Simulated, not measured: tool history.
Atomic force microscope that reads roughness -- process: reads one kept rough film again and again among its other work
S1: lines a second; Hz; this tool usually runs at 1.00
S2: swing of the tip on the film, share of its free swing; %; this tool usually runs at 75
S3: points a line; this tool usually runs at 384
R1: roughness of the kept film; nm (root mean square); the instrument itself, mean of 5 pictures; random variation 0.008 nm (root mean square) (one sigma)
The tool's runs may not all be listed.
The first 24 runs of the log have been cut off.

run   hour    S1  S2   S3     R1
 25  393.3  1.14  77  384  1.718
 26  411.0  0.51  63  384  1.773
 27  425.5  1.13  65  414  1.754
 28  439.8  0.69  57  761  1.793
 29  457.1  1.71  76  384  1.659
 30  478.4  1.71  76  384  1.670
 31  488.6  1.71  76  384  1.663
 32  501.8  1.71  76  384  1.673
 33  520.5  1.71  75  384  1.666
 34  540.0  1.00  60  499  1.764
 35  563.0  1.34  60  391  1.757
     583.0  -- new tip fitted
 36  583.6  1.34  60  391  1.751
 37  600.7  0.99  75  715  1.737
 38  618.0  0.99  75  878  1.753
 39  640.2  1.11  79  384  1.711
 40  650.2  1.11  79  384  1.695
 41  672.5  0.99  78  530  1.726
 42  683.9  0.99  76  539  1.740
 43  706.2  0.99  76  539  1.726
 44  722.3  0.99  76  539  1.717
 45  734.0  0.99  76  729  1.736
 46  743.9  0.99  84  719  1.695

Forecast run 47:
 47  763.1  1.72  75  420   ?

R1: 1.689 nm (root mean square)
Had the tool carried no hidden state, the very same run would have given R1 1.692 nm (root mean square).

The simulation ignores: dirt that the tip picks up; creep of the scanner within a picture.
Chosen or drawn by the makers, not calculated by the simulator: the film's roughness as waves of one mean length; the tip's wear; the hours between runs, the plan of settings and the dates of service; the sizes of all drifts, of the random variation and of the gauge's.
